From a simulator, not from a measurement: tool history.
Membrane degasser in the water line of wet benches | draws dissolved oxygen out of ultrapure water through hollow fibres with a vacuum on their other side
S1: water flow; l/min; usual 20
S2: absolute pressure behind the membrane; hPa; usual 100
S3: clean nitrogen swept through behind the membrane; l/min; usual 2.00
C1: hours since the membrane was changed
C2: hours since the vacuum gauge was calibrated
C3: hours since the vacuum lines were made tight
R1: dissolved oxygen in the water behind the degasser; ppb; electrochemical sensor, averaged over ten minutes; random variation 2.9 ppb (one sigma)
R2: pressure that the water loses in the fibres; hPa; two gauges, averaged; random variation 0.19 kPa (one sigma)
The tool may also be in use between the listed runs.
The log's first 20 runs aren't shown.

run 21 hour=1678.5 | S1=14 S2=67 S3=5.10 | C1=6420 C2=1334 C3=2278 | R1=79.1 R2=288.9
run 22 hour=1745.6 | S1=20 S2=227 S3=2.55 | C1=6487 C2=1401 C3=2345 | R1=508.9 R2=414.0
run 23 hour=1830.8 | S1=20 S2=176 S3=2.45 | C1=6572 C2=1486 C3=2430 | R1=427.7 R2=415.0
run 24 hour=1938.5 | S1=13 S2=176 S3=3.01 | C1=6680 C2=1594 C3=2537 | R1=195.6 R2=268.3
run 25 hour=2040.8 | S1=21 S2=176 S3=4.57 | C1=6782 C2=1696 C3=2640 | R1=340.3 R2=430.9
run 26 hour=2152.9 | S1=17 S2=223 S3=1.68 | C1=6894 C2=1808 C3=2752 | R1=534.1 R2=348.6
run 27 hour=2242.8 | S1=20 S2=190 S3=1.96 | C1=6984 C2=1898 C3=2842 | R1=522.5 R2=415.1
run 28 hour=2327.0 | S1=20 S2=190 S3=1.96 | C1=7069 C2=1982 C3=2926 | R1=525.4 R2=410.8
run 29 hour=2403.9 | S1=20 S2=197 S3=0.85 | C1=7145 C2=2059 C3=3003 | R1=927.5 R2=414.4
run 30 hour=2484.0 | S1=20 S2=197 S3=0.85 | C1=7225 C2=2139 C3=3083 | R1=916.9 R2=414.8

Forecast run 31:
run 31 hour=2577.3 | S1=26 S2=100 S3=3.73 | C1=7319 C2=2232 C3=3176 | R1=? R2=?

Run 31 gave R1 421.4 ppb, R2 538.1 hPa.
Without the tool's hidden state the same run would have given R1 378.1 ppb, R2 515.7 hPa.
